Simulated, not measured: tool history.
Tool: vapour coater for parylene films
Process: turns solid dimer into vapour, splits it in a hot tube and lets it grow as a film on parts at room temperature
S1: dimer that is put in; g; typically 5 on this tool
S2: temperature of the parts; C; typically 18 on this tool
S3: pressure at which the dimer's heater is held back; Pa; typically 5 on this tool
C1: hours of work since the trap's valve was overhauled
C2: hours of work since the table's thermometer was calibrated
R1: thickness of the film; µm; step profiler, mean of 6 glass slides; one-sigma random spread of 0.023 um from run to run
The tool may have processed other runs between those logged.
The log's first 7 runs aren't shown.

run 8 hour=402 | S1=5 S2=18 S3=3.51 | C1=185 C2=85 | R1=1.68
run 9 hour=475.8 | S1=5 S2=22 S3=3.51 | C1=231 C2=131 | R1=1.42
run 10 hour=550.6 | S1=5 S2=18 S3=5 | C1=279 C2=179 | R1=1.59
run 11 hour=603.5 | S1=5 S2=18 S3=5 | C1=312 C2=212 | R1=1.56
run 12 hour=667.1 | S1=5 S2=18 S3=5 | C1=352 C2=252 | R1=1.57
run 13 hour=729.9 | S1=5 S2=18 S3=5 | C1=392 C2=292 | R1=1.59
run 14 hour=779.9 | S1=5 S2=17 S3=5 | C1=424 C2=324 | R1=1.63
run 15 hour=815.9 | S1=5 S2=17 S3=5 | C1=447 C2=347 | R1=1.63
-- hour=876.9 trap's valve overhauled
run 16 hour=892.8 | S1=5 S2=17 S3=5 | C1=10 C2=393 | R1=1.66
run 17 hour=956.7 | S1=5 S2=17 S3=5 | C1=51 C2=433 | R1=1.63
run 18 hour=1007.9 | S1=5 S2=17 S3=5 | C1=83 C2=466 | R1=1.66
run 19 hour=1072.1 | S1=5 S2=17 S3=5 | C1=124 C2=506 | R1=1.65
run 20 hour=1118.1 | S1=5 S2=13 S3=4.45 | C1=153 C2=535 | R1=1.91
run 21 hour=1156.5 | S1=5 S2=13 S3=4.45 | C1=177 C2=560 | R1=1.95
run 22 hour=1232.3 | S1=5 S2=27 S3=9.04 | C1=225 C2=608 | R1=1.06
run 23 hour=1287.8 | S1=3 S2=27 S3=2.65 | C1=260 C2=643 | R1=0.75
run 24 hour=1357.6 | S1=5 S2=18 S3=2.22 | C1=304 C2=687 | R1=1.75
run 25 hour=1426.6 | S1=4 S2=18 S3=11.7 | C1=348 C2=731 | R1=1.19
run 26 hour=1495 | S1=3 S2=11 S3=11.51 | C1=391 C2=774 | R1=1.14
run 27 hour=1533.6 | S1=3 S2=11 S3=11.51 | C1=416 C2=798 | R1=1.1
run 28 hour=1604.1 | S1=7 S2=22 S3=5.18 | C1=460 C2=843 | R1=1.89

For run 29, what comes out?
-- hour=1640.4 trap's valve overhauled
run 29 hour=1660.3 | S1=5 S2=23 S3=5 | C1=13 C2=876 | R1=?

{"run 29": {"R1": 1.32}}
On a tool with no hidden condition, and with the same random variation, this run would have come out at R1 1.32 µm.

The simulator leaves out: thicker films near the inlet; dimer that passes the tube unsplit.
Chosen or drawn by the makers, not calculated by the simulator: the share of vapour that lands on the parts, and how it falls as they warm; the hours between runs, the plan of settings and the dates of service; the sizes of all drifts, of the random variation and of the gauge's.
